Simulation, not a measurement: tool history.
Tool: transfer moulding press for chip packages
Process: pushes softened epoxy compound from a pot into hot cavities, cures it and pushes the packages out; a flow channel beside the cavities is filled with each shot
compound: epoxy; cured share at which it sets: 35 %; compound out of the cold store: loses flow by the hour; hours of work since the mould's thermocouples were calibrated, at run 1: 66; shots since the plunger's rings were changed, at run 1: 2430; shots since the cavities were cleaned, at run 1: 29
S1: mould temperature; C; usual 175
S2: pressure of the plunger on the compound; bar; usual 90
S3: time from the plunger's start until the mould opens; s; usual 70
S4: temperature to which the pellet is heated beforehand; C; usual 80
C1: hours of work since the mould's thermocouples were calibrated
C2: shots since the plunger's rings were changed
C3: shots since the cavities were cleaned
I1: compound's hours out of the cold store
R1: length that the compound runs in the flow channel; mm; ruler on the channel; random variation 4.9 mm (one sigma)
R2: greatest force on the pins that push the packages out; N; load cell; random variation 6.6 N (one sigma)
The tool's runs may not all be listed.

run,hour,S1,S2,S3,S4,C1,C2,C3,I1,R1,R2
1,0,175,90,70,80,66,2430,29,41.7,647,260
2,9.4,175,90,70,80,72,2587,186,21.7,742,306
3,14.7,175,90,70,80,76,2676,275,44.8,636,302
4,23.6,175,90,70,80,82,2825,424,17.5,762,356
5,28.1,175,90,56,80,85,2901,500,29.2,696,518
# hour 31.5: cavities cleaned with cleaning compound and waxed
6,36.4,175,90,56,80,90,3014,82,24.8,721,607
7,45.9,175,90,70,80,96,3173,241,16.7,761,433
8,56.4,175,90,70,80,103,3349,417,10.7,777,449
9,62,175,102.7,70,80,107,3443,511,32.6,725,428
# hour 64.9: cavities cleaned with cleaning compound and waxed
# hour 72.9: cavities cleaned with cleaning compound and waxed, once more
10,75.2,175,102.7,70,80,114,3613,39,40.4,691,265
11,83.2,175,102.7,70,80,120,3747,173,26.3,761,307
12,93.7,175,102.7,70,80,127,3923,349,37.7,698,327
13,98.7,175,102.7,70,80,131,4007,433,10.5,823,364
# hour 106.1: cavities cleaned with cleaning compound and waxed
14,110,175,102.7,70,80,137,4170,65,13.1,820,287
15,116,181,102.7,70,80,141,4271,166,11.9,803,281
16,121.5,181,102.7,70,80,145,4362,257,33.9,695,283
17,128.7,171,102.7,62,80,150,4482,377,9.6,845,600
# hour 139: cavities cleaned with cleaning compound and waxed
18,139.7,171,102.7,68,70,157,4641,11,23.9,761,330
19,147.9,171,102.7,68,70,162,4778,148,19.6,795,423
20,158.2,175,95.1,70,84,169,4951,321,43.1,630,332
21,164.6,178,95.1,70,75,174,5058,428,11.6,767,331
# hour 171.9: cavities cleaned with cleaning compound and waxed
22,174,178,93.2,69,75,179,5191,35,26.3,701,258
23,181.6,178,93.2,69,75,184,5317,161,13.6,755,284
24,187.1,178,93.2,52,75,188,5411,255,39.7,645,441
25,196.6,178,93.2,52,75,195,5568,412,42.7,616,459
# hour 204.8: cavities cleaned with cleaning compound and waxed
26,206.9,180,70.6,70,80,201,5716,34,29.9,581,244
27,212.8,180,70.6,70,80,205,5815,133,11.5,652,270
28,218.4,168,108.1,70,80,209,5909,227,47,686,452
29,229,175,90,51,80,216,6086,404,47.4,592,570

3 ways to go on from here, each from the tool as it stands after run 29. What would each give?
# hour 238.1: cavities cleaned with cleaning compound and waxed
A,240.9,169,92.2,51,80,223,6260,47,18.6,?,?
# hour 238.1: cavities cleaned with cleaning compound and waxed
B,240.9,175,68.5,51,80,223,6260,47,20.3,?,?
# hour 238.1: cavities cleaned with cleaning compound and waxed
C,240.9,179,98.6,51,73,223,6260,47,36.8,?,?

run,R1,R2
A,733,756
B,612,507
C,655,353
Without the tool's hidden state the same runs would have given:
run,R1,R2
A,815,707
B,680,472
C,727,330

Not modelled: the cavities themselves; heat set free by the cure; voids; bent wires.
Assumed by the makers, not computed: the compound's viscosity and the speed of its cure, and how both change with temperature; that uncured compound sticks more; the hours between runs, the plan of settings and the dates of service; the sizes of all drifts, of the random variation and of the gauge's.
